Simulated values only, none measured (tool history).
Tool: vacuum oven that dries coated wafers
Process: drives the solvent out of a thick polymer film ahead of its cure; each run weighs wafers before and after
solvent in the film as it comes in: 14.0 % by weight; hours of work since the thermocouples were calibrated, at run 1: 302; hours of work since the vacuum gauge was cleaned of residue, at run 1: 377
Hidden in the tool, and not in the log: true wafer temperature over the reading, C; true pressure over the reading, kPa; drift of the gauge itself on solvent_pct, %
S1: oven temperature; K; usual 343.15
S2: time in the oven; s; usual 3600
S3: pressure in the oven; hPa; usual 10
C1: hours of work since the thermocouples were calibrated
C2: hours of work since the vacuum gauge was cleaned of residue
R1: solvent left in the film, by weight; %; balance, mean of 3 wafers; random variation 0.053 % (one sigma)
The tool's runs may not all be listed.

Run 1, hour 0: usual settings; C1 302; C2 377. Result: R1 1.78 %.
Run 2, hour 53.5: usual settings; C1 328; C2 403. Result: R1 1.72 %.
Run 3, hour 80.4: usual settings; C1 340; C2 415. Result: R1 1.72 %.
Run 4, hour 130.9: usual settings; C1 364; C2 439. Result: R1 1.76 %.
Run 5, hour 172.3: usual settings; C1 384; C2 459. Result: R1 1.78 %.
Run 6, hour 212.8: usual settings but S2 1800 s; C1 403; C2 478. Result: R1 3.94 %.
Run 7, hour 260.8: usual settings; C1 425; C2 501. Result: R1 1.64 %.
Run 8, hour 315.3: usual settings; C1 451; C2 526. Result: R1 1.71 %.
Run 9, hour 370.2: usual settings but S1 352.15 K; C1 477; C2 552. Result: R1 0.74 %.
Run 10, hour 405.9: usual settings but S1 352.15 K; C1 494; C2 569. Result: R1 0.79 %.
Run 11, hour 460.5: usual settings but S1 352.15 K, S2 4140 s; C1 520; C2 595. Result: R1 0.59 %.
Run 12, hour 497.4: usual settings but S1 335.15 K, S2 2760 s, S3 8.7 hPa; C1 537; C2 612. Result: R1 4.62 %.
Run 13, hour 553.5: usual settings but S1 335.15 K, S2 4500 s, S3 13.8 hPa; C1 564; C2 639. Result: R1 3.15 %.
At hour 558.4: oven's thermocouples calibrated.
Run 14, hour 594.9: usual settings but S1 335.15 K, S2 4500 s, S3 13.8 hPa; C1 17; C2 657. Result: R1 2.92 %.

The next listed run, before its measurement:
Run 15, hour 640.5: usual settings but S1 335.15 K, S2 4500 s, S3 13.8 hPa; C1 39; C2 679. Result: R1 ?.

{"run 15": {"R1": 2.96}}
Without the tool's hidden state the same run would have given R1 3.31 %.
